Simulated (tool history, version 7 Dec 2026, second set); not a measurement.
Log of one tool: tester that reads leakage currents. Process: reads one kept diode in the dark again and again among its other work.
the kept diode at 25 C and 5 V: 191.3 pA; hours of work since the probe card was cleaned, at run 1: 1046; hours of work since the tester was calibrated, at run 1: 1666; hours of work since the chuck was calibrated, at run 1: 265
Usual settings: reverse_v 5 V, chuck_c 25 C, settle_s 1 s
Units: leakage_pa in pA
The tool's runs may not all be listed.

| run | hour | reverse_v | chuck_c | settle_s | hours of work since the probe card was cleaned | hours of work since the tester was calibrated | hours of work since the chuck was calibrated | leakage_pa |
|---|---|---|---|---|---|---|---|---|
| 1 | 0 | 5 | 25 | 1 | 1046 | 1666 | 265 | 193.14 |
| 2 | 47.5 | 5 | 25 | 1 | 1068 | 1688 | 288 | 193.35 |
| 3 | 103.4 | 8.23 | 25 | 1 | 1094 | 1714 | 314 | 251.59 |
| 4 | 172.3 | 8.23 | 25 | 1 | 1127 | 1746 | 346 | 252.72 |
| 5 | 242.4 | 2.12 | 25 | 1 | 1160 | 1779 | 379 | 124.67 |
| 6 | 273.4 | 17.11 | 25 | 1 | 1174 | 1794 | 393 | 373.29 |
| 7 | 306.4 | 5 | 25 | 1 | 1190 | 1809 | 409 | 196.28 |
|  | 313.1 | probe card cleaned and baked |
| 8 | 341.5 | 5 | 25 | 1 | 13 | 1824 | 424 | 196.26 |
| 9 | 399.2 | 16.56 | 25 | 3.34 | 40 | 1851 | 451 | 364.14 |
| 10 | 433.4 | 16.56 | 46 | 0.85 | 56 | 1867 | 467 | 1508.02 |
| 11 | 487.3 | 16.56 | 46 | 0.85 | 82 | 1893 | 492 | 1508.5 |
| 12 | 518.5 | 3.94 | 48 | 5.58 | 96 | 1907 | 507 | 812.06 |
| 13 | 582.7 | 5.43 | 56 | 0.61 | 126 | 1937 | 537 | 1551.32 |
| 14 | 615.6 | 5.43 | 56 | 0.61 | 142 | 1953 | 553 | 1553.7 |
|  | 655.1 | probe card cleaned and baked, once more |
| 15 | 677.9 | 3.67 | 44 | 1.4 | 11 | 1981 | 580 | 606.65 |
| 16 | 709.9 | 19.82 | 25 | 2.27 | 26 | 1996 | 595 | 403.27 |

Forecast each of these 5 alternatives for the next run:
| A | 767.8 | 19.82 | 22 | 0.61 | 53 | 2023 | 622 | ? |
| B | 767.8 | 1.02 | 21 | 0.62 | 53 | 2023 | 622 | ? |
| C | 767.8 | 4.13 | 49 | 0.77 | 53 | 2023 | 622 | ? |
| D | 767.8 | 19.82 | 60 | 2.27 | 53 | 2023 | 622 | ? |
| E | 767.8 | 19.82 | 20 | 7.46 | 53 | 2023 | 622 | ? |

| run | leakage_pa |
|---|---|
| A | 331.59 |
| B | 64.53 |
| C | 887.82 |
| D | 3854.75 |
| E | 277.29 |
Without the tool's hidden state the same runs would have given:
| run | leakage_pa |
|---|---|
| A | 323.93 |
| B | 62.97 |
| C | 872.96 |
| D | 3799.9 |
| E | 270.36 |

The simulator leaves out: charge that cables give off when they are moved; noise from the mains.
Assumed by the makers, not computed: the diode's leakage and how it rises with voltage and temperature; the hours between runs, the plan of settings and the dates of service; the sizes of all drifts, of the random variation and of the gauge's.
